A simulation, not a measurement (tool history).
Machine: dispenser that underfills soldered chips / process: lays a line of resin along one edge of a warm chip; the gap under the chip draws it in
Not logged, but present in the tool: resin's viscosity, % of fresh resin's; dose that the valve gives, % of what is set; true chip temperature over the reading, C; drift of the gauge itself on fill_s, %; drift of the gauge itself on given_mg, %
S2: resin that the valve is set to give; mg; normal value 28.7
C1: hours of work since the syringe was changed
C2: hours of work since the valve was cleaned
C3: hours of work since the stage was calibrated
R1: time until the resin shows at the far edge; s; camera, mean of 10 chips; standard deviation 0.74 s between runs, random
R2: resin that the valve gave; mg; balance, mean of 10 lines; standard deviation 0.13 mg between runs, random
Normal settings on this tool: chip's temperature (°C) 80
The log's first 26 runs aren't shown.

Run 27, hour 144.7: usual settings but chip's temperature (°C) 69, S2 27.6 mg; C1 6; C2 30; C3 233. Result: R1 153.4 s, R2 27.04 mg.
At hour 147.8: new syringe of resin.
Run 28, hour 151.2: usual settings but chip's temperature (°C) 75, S2 24.9 mg; C1 2; C2 35; C3 238. Result: R1 98.9 s, R2 24.32 mg.
Run 29, hour 154.9: usual settings but chip's temperature (°C) 75, S2 24.9 mg; C1 5; C2 37; C3 240. Result: R1 112.2 s, R2 24.24 mg.
At hour 159.7: new syringe of resin.
Run 30, hour 162.2: usual settings but chip's temperature (°C) 75, S2 24.9 mg; C1 2; C2 42; C3 245. Result: R1 96.2 s, R2 24.16 mg.
Run 31, hour 168.6: usual settings but S2 35.4 mg; C1 6; C2 46; C3 250. Result: R1 88.7 s, R2 34.14 mg.
At hour 171.4: new syringe of resin.
Run 32, hour 174.5: usual settings but chip's temperature (°C) 72, S2 36.8 mg; C1 2; C2 50; C3 253. Result: R1 107.0 s, R2 35.47 mg.
Run 33, hour 181.7: usual settings but chip's temperature (°C) 86, S2 36.3 mg; C1 7; C2 55; C3 259. Result: R1 73.4 s, R2 35.06 mg.
At hour 183.1: new syringe of resin.
Run 34, hour 189.9: usual settings but chip's temperature (°C) 86, S2 36.3 mg; C1 5; C2 61; C3 264. Result: R1 65.1 s, R2 34.79 mg.
Run 35, hour 193.8: usual settings but chip's temperature (°C) 68, S2 30.0 mg; C1 7; C2 64; C3 267. Result: R1 171.4 s, R2 28.85 mg.

Alternative continuations, all from the tool just after run 35; predict every row:
At hour 195.2: new syringe of resin.
Run A, hour 201.1: usual settings but chip's temperature (°C) 75, S2 34.6 mg; C1 4; C2 69; C3 272. Result: R1 ?, R2 ?.
At hour 195.2: new syringe of resin.
Run B, hour 201.1: usual settings but chip's temperature (°C) 79, S2 28.2 mg; C1 4; C2 69; C3 272. Result: R1 ?, R2 ?.
At hour 195.2: new syringe of resin.
Run C, hour 201.1: usual settings but S2 28.1 mg; C1 4; C2 69; C3 272. Result: R1 ?, R2 ?.
At hour 195.2: new syringe of resin.
Run D, hour 201.1: usual settings but chip's temperature (°C) 70, S2 27.1 mg; C1 4; C2 69; C3 272. Result: R1 ?, R2 ?.

run     R1     R2
  A  102.8  32.78
  B   87.4  26.80
  C   83.8  26.75
  D  133.6  25.77
With the hidden condition removed and each run's random variation left untouched, the same runs would have given:
run     R1     R2
  A   84.1  34.48
  B   71.0  28.19
  C   68.1  28.13
  D  108.3  27.11
